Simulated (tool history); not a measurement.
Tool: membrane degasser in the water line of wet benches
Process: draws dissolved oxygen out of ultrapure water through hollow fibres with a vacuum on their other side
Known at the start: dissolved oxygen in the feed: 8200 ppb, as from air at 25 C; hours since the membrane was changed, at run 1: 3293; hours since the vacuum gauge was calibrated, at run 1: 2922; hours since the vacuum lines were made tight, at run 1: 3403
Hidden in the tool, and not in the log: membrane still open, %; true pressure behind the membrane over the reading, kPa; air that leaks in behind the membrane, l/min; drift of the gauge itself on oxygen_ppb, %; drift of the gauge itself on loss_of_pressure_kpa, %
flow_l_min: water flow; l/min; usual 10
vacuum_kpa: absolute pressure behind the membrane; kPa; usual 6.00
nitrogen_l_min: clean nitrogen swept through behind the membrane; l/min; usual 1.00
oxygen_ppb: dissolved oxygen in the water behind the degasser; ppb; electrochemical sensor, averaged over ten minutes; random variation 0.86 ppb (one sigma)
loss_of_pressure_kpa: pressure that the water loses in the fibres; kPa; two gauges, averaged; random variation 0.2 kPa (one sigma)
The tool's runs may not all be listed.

run    hour  flow_l_min  vacuum_kpa  nitrogen_l_min  hours since the membrane was changed  hours since the vacuum gauge was calibrated  hours since the vacuum lines were made tight  oxygen_ppb  loss_of_pressure_kpa
  1     0.0          10        6.00            1.00                                  3293                                         2922                                          3403        89.5                 42.85
  2   102.4          10        6.00            1.00                                  3395                                         3025                                          3505        91.2                 43.03
  3   154.4          10        6.00            1.00                                  3447                                         3077                                          3557        93.5                 43.09
  4   242.5          10        6.00            0.69                                  3535                                         3165                                          3645       122.0                 42.91
  5   310.3          10        6.00            0.69                                  3603                                         3233                                          3713       123.6                 43.29
  6   418.3          10        4.75            1.00                                  3711                                         3341                                          3821        61.4                 42.99
  7   500.5          10        4.75            1.00                                  3793                                         3423                                          3903        62.1                 42.99
  8   572.8          10        4.75            1.00                                  3866                                         3495                                          3976        63.4                 43.00
  9   640.2           7        6.00            1.00                                  3933                                         3563                                          4043        63.5                 30.03
 10   715.3           7        6.00            1.00                                  4008                                         3638                                          4118        63.8                 30.44
 11   814.2           7        6.00            1.00                                  4107                                         3736                                          4217        63.8                 30.21
 12   877.9           7        6.00            1.00                                  4171                                         3800                                          4281        65.1                 30.20
 13   951.5           7        6.00            1.00                                  4244                                         3874                                          4354        65.6                 30.42
 14  1009.8          10       13.97            1.00                                  4303                                         3932                                          4413       286.3                 43.28
 15  1080.8          10       13.97            1.00                                  4374                                         4003                                          4484       281.3                 43.38
 16  1148.5          10        6.00            1.00                                  4441                                         4071                                          4551        93.6                 42.93
 17  1258.1          11       10.30            0.50                                  4551                                         4180                                          4661       380.9                 47.91
 18  1364.6           6        9.58            1.65                                  4657                                         4287                                          4767        71.5                 25.90
 19  1441.9          15        6.00            1.00                                  4735                                         4364                                          4845       146.2                 65.28
 20  1530.1          15        6.00            1.00                                  4823                                         4452                                          4933       149.0                 65.03
 21  1642.9           8       13.81            0.77                                  4936                                         4565                                          5046       287.5                 35.08
 22  1699.8           8        4.62            1.31                                  4993                                         4622                                          5103        40.0                 35.00
 23  1789.2           9        9.36            0.48                                  5082                                         4712                                          5192       297.0                 39.13
 24  1851.9           7       11.30            2.80                                  5145                                         4774                                          5255        66.5                 30.45
 25  1932.5           7       11.30            2.80                                  5225                                         4855                                          5335        67.0                 30.49
 26  2042.1           9        6.00            1.00                                  5335                                         4964                                          5445        86.9                 39.26
 27  2093.4           9        6.15            0.85                                  5386                                         5016                                          5496       103.1                 39.25
 28  2171.8           8        5.80            1.18                                  5464                                         5094                                          5575        64.9                 35.15
 29  2251.0          11        9.84            2.07                                  5544                                         5173                                          5654       120.4                 48.41
 30  2331.3          11        8.43            1.29                                  5624                                         5254                                          5734       140.6                 48.28
 31  2400.6           8        6.00            1.07                                  5693                                         5323                                          5803        75.2                 35.20
 32  2495.5           8        6.00            1.07                                  5788                                         5418                                          5898        73.9                 35.21

Forecast each of these 5 alternatives for the next run:
  A  2582.5           8       12.60            1.07                                  5875                                         5505                                          5985           ?                     ?
  B  2582.5          10        4.53            1.00                                  5875                                         5505                                          5985           ?                     ?
  C  2582.5          11        8.11            1.00                                  5875                                         5505                                          5985           ?                     ?
  D  2582.5           8        4.22            1.07                                  5875                                         5505                                          5985           ?                     ?
  E  2582.5          10        3.96            1.00                                  5875                                         5505                                          5985           ?                     ?

run  oxygen_ppb  loss_of_pressure_kpa
  A       199.6                 35.16
  B        63.0                 43.87
  C       163.6                 48.35
  D        40.9                 35.50
  E        51.1                 43.90
Without the tool's hidden state the same runs would have given:
run  oxygen_ppb  loss_of_pressure_kpa
  A       177.0                 33.38
  B        45.5                 41.65
  C       141.1                 45.90
  D        27.6                 33.72
  E        33.7                 41.68
